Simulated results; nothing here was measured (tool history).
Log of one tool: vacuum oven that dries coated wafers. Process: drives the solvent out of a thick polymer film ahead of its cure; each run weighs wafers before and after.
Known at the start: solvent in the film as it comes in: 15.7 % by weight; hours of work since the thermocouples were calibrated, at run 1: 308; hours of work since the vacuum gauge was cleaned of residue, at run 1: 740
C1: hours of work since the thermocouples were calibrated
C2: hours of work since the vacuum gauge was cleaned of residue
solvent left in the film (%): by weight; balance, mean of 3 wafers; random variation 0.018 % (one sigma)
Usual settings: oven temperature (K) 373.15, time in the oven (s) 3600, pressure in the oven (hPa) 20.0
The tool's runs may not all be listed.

{"run": 1, "day": 0.0, "oven temperature (K)": 373.15, "time in the oven (s)": 3600, "pressure in the oven (hPa)": 20.0, "C1": 308, "C2": 740, "solvent left in the film (%)": 1.48}
{"run": 2, "day": 0.9, "oven temperature (K)": 373.15, "time in the oven (s)": 3600, "pressure in the oven (hPa)": 67.4, "C1": 325, "C2": 757, "solvent left in the film (%)": 3.69}
{"run": 3, "day": 1.696, "oven temperature (K)": 373.15, "time in the oven (s)": 3600, "pressure in the oven (hPa)": 37.3, "C1": 340, "C2": 773, "solvent left in the film (%)": 2.3}
{"run": 4, "day": 2.429, "oven temperature (K)": 373.15, "time in the oven (s)": 2040, "pressure in the oven (hPa)": 20.0, "C1": 354, "C2": 786, "solvent left in the film (%)": 3.01}
{"run": 5, "day": 2.862, "oven temperature (K)": 373.15, "time in the oven (s)": 2040, "pressure in the oven (hPa)": 20.0, "C1": 362, "C2": 795, "solvent left in the film (%)": 3.02}
{"run": 6, "day": 3.858, "oven temperature (K)": 373.15, "time in the oven (s)": 3600, "pressure in the oven (hPa)": 15.9, "C1": 381, "C2": 814, "solvent left in the film (%)": 1.31}
{"run": 7, "day": 4.638, "oven temperature (K)": 373.15, "time in the oven (s)": 3600, "pressure in the oven (hPa)": 20.0, "C1": 396, "C2": 828, "solvent left in the film (%)": 1.51}
{"run": 8, "day": 5.5, "oven temperature (K)": 373.15, "time in the oven (s)": 3600, "pressure in the oven (hPa)": 20.0, "C1": 412, "C2": 845, "solvent left in the film (%)": 1.48}
{"run": 9, "day": 5.996, "oven temperature (K)": 373.15, "time in the oven (s)": 3600, "pressure in the oven (hPa)": 20.0, "C1": 422, "C2": 854, "solvent left in the film (%)": 1.51}
{"run": 10, "day": 6.871, "oven temperature (K)": 373.15, "time in the oven (s)": 3600, "pressure in the oven (hPa)": 20.0, "C1": 438, "C2": 871, "solvent left in the film (%)": 1.49}
{"run": 11, "day": 7.312, "oven temperature (K)": 373.15, "time in the oven (s)": 3600, "pressure in the oven (hPa)": 20.0, "C1": 447, "C2": 879, "solvent left in the film (%)": 1.49}
{"run": 12, "day": 8.058, "oven temperature (K)": 373.15, "time in the oven (s)": 3600, "pressure in the oven (hPa)": 20.0, "C1": 461, "C2": 893, "solvent left in the film (%)": 1.5}
{"run": 13, "day": 9.046, "oven temperature (K)": 373.15, "time in the oven (s)": 3600, "pressure in the oven (hPa)": 20.0, "C1": 479, "C2": 912, "solvent left in the film (%)": 1.53}
{"run": 14, "day": 9.858, "oven temperature (K)": 373.15, "time in the oven (s)": 3600, "pressure in the oven (hPa)": 20.0, "C1": 495, "C2": 927, "solvent left in the film (%)": 1.53}
{"run": 15, "day": 10.829, "oven temperature (K)": 373.15, "time in the oven (s)": 3600, "pressure in the oven (hPa)": 20.0, "C1": 513, "C2": 946, "solvent left in the film (%)": 1.51}
{"run": 16, "day": 11.646, "oven temperature (K)": 373.15, "time in the oven (s)": 3600, "pressure in the oven (hPa)": 20.0, "C1": 529, "C2": 961, "solvent left in the film (%)": 1.48}
{"run": 17, "day": 12.55, "oven temperature (K)": 373.15, "time in the oven (s)": 3600, "pressure in the oven (hPa)": 20.0, "C1": 546, "C2": 979, "solvent left in the film (%)": 1.5}
{"run": 18, "day": 13.004, "oven temperature (K)": 373.15, "time in the oven (s)": 3600, "pressure in the oven (hPa)": 30.1, "C1": 555, "C2": 987, "solvent left in the film (%)": 1.96}
{"run": 19, "day": 13.671, "oven temperature (K)": 379.15, "time in the oven (s)": 3600, "pressure in the oven (hPa)": 30.1, "C1": 567, "C2": 1000, "solvent left in the film (%)": 1.43}
{"run": 20, "day": 14.2, "oven temperature (K)": 379.15, "time in the oven (s)": 3600, "pressure in the oven (hPa)": 30.1, "C1": 577, "C2": 1010, "solvent left in the film (%)": 1.43}
{"run": 21, "day": 14.767, "oven temperature (K)": 379.15, "time in the oven (s)": 3600, "pressure in the oven (hPa)": 30.1, "C1": 588, "C2": 1021, "solvent left in the film (%)": 1.42}
{"run": 22, "day": 15.579, "oven temperature (K)": 384.15, "time in the oven (s)": 3840, "pressure in the oven (hPa)": 20.0, "C1": 603, "C2": 1036, "solvent left in the film (%)": 0.74}
{"run": 23, "day": 16.504, "oven temperature (K)": 378.15, "time in the oven (s)": 3840, "pressure in the oven (hPa)": 20.0, "C1": 621, "C2": 1054, "solvent left in the film (%)": 1.01}
{"run": 24, "day": 17.383, "oven temperature (K)": 378.15, "time in the oven (s)": 3840, "pressure in the oven (hPa)": 20.0, "C1": 638, "C2": 1070, "solvent left in the film (%)": 1.04}
{"run": 25, "day": 17.933, "oven temperature (K)": 378.15, "time in the oven (s)": 3840, "pressure in the oven (hPa)": 20.0, "C1": 648, "C2": 1081, "solvent left in the film (%)": 1.02}
{"run": 26, "day": 18.862, "oven temperature (K)": 378.15, "time in the oven (s)": 3840, "pressure in the oven (hPa)": 17.8, "C1": 666, "C2": 1098, "solvent left in the film (%)": 0.92}
{"run": 27, "day": 19.496, "oven temperature (K)": 369.15, "time in the oven (s)": 3600, "pressure in the oven (hPa)": 60.6, "C1": 678, "C2": 1110, "solvent left in the film (%)": 4.07}
{"run": 28, "day": 20.488, "oven temperature (K)": 369.15, "time in the oven (s)": 3600, "pressure in the oven (hPa)": 60.6, "C1": 697, "C2": 1129, "solvent left in the film (%)": 4.06}
{"run": 29, "day": 21.017, "oven temperature (K)": 369.15, "time in the oven (s)": 3960, "pressure in the oven (hPa)": 60.6, "C1": 707, "C2": 1139, "solvent left in the film (%)": 3.95}
{"run": 30, "day": 21.733, "oven temperature (K)": 373.15, "time in the oven (s)": 4200, "pressure in the oven (hPa)": 55.7, "C1": 720, "C2": 1153, "solvent left in the film (%)": 3.0}
{"run": 31, "day": 22.329, "oven temperature (K)": 359.15, "time in the oven (s)": 3600, "pressure in the oven (hPa)": 57.3, "C1": 731, "C2": 1164, "solvent left in the film (%)": 6.24}
{"run": 32, "day": 22.75, "oven temperature (K)": 359.15, "time in the oven (s)": 3600, "pressure in the oven (hPa)": 57.3, "C1": 739, "C2": 1172, "solvent left in the film (%)": 6.25}
{"run": 33, "day": 23.396, "oven temperature (K)": 369.15, "time in the oven (s)": 2580, "pressure in the oven (hPa)": 20.0, "C1": 752, "C2": 1184, "solvent left in the film (%)": 2.91}
{"run": 34, "day": 24.288, "oven temperature (K)": 385.15, "time in the oven (s)": 3600, "pressure in the oven (hPa)": 13.7, "C1": 769, "C2": 1201, "solvent left in the film (%)": 0.52}
{"run": 35, "day": 25.2, "oven temperature (K)": 385.15, "time in the oven (s)": 3600, "pressure in the oven (hPa)": 13.7, "C1": 786, "C2": 1219, "solvent left in the film (%)": 0.54}
{"run": 36, "day": 26.138, "oven temperature (K)": 373.15, "time in the oven (s)": 2640, "pressure in the oven (hPa)": 44.5, "C1": 804, "C2": 1236, "solvent left in the film (%)": 3.28}
{"run": 37, "day": 26.758, "oven temperature (K)": 373.15, "time in the oven (s)": 2640, "pressure in the oven (hPa)": 44.5, "C1": 815, "C2": 1248, "solvent left in the film (%)": 3.26}
{"run": 38, "day": 27.375, "oven temperature (K)": 362.15, "time in the oven (s)": 2520, "pressure in the oven (hPa)": 27.0, "C1": 827, "C2": 1260, "solvent left in the film (%)": 4.69}
{"run": 39, "day": 28.192, "oven temperature (K)": 364.15, "time in the oven (s)": 2520, "pressure in the oven (hPa)": 17.8, "C1": 843, "C2": 1275, "solvent left in the film (%)": 3.76}
{"run": 40, "day": 28.729, "oven temperature (K)": 373.15, "time in the oven (s)": 3600, "pressure in the oven (hPa)": 17.1, "C1": 853, "C2": 1286, "solvent left in the film (%)": 1.39}
{"run": 41, "day": 29.533, "oven temperature (K)": 373.15, "time in the oven (s)": 3600, "pressure in the oven (hPa)": 29.5, "C1": 868, "C2": 1301, "solvent left in the film (%)": 1.96}
{"run": 42, "day": 30.112, "oven temperature (K)": 373.15, "time in the oven (s)": 3600, "pressure in the oven (hPa)": 29.5, "C1": 879, "C2": 1312, "solvent left in the film (%)": 1.92}

Forecast each of these 5 alternatives for the next run:
{"run": "A", "day": 30.571, "oven temperature (K)": 373.15, "time in the oven (s)": 3900, "pressure in the oven (hPa)": 20.1, "C1": 888, "C2": 1320, "solvent left in the film (%)": "?"}
{"run": "B", "day": 30.571, "oven temperature (K)": 373.15, "time in the oven (s)": 4020, "pressure in the oven (hPa)": 40.2, "C1": 888, "C2": 1320, "solvent left in the film (%)": "?"}
{"run": "C", "day": 30.571, "oven temperature (K)": 387.15, "time in the oven (s)": 3600, "pressure in the oven (hPa)": 20.0, "C1": 888, "C2": 1320, "solvent left in the film (%)": "?"}
{"run": "D", "day": 30.571, "oven temperature (K)": 380.15, "time in the oven (s)": 3840, "pressure in the oven (hPa)": 23.2, "C1": 888, "C2": 1320, "solvent left in the film (%)": "?"}
{"run": "E", "day": 30.571, "oven temperature (K)": 382.15, "time in the oven (s)": 3600, "pressure in the oven (hPa)": 47.4, "C1": 888, "C2": 1320, "solvent left in the film (%)": "?"}

run=A solvent_left_in_the_film_(%)=1.43
run=B solvent_left_in_the_film_(%)=2.27
run=C solvent_left_in_the_film_(%)=0.66
run=D solvent_left_in_the_film_(%)=1.04
run=E solvent_left_in_the_film_(%)=1.85
Without the tool's hidden state the same runs would have given:
run=A solvent_left_in_the_film_(%)=1.42
run=B solvent_left_in_the_film_(%)=2.26
run=C solvent_left_in_the_film_(%)=0.65
run=D solvent_left_in_the_film_(%)=1.03
run=E solvent_left_in_the_film_(%)=1.84

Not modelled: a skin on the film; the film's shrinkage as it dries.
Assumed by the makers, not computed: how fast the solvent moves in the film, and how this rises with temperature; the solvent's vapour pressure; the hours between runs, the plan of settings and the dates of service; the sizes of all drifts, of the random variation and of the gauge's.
